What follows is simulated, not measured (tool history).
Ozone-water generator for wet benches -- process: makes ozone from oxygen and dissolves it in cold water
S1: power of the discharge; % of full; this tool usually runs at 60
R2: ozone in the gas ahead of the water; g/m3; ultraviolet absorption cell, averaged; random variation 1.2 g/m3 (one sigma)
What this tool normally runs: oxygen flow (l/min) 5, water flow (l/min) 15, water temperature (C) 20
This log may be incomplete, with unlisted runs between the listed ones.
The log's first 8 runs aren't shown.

Run 9, day 14.367: usual settings. Result: dissolved ozone (ppm) 20.6, R2 238.5 g/m3.
Run 10, day 16.9: usual settings. Result: dissolved ozone (ppm) 20.8, R2 239.7 g/m3.
Run 11, day 18.621: usual settings but water temperature (C) 14. Result: dissolved ozone (ppm) 22.8, R2 239.7 g/m3.
Run 12, day 20.254: usual settings. Result: dissolved ozone (ppm) 21, R2 239 g/m3.
At day 21.408: water thermometer calibrated.
Run 13, day 21.933: usual settings. Result: dissolved ozone (ppm) 20.6, R2 237.2 g/m3.
Run 14, day 23.529: usual settings. Result: dissolved ozone (ppm) 20.7, R2 238.7 g/m3.
Run 15, day 25.417: usual settings. Result: dissolved ozone (ppm) 21, R2 238.3 g/m3.
Run 16, day 27.508: usual settings. Result: dissolved ozone (ppm) 20.8, R2 237.5 g/m3.
Run 17, day 29.2: usual settings. Result: dissolved ozone (ppm) 20.8, R2 238.6 g/m3.

What will run 18 give?
Run 18, day 31.392: usual settings but S1 49 % of full, water temperature (C) 14. Result: dissolved ozone (ppm) ?, R2 ?.

dissolved ozone (ppm): 20.5
R2: 215.3 g/m3
With the hidden condition absent and the run-to-run variation left alone, this run would have shown dissolved ozone (ppm) 20.6, R2 215.5 g/m3.
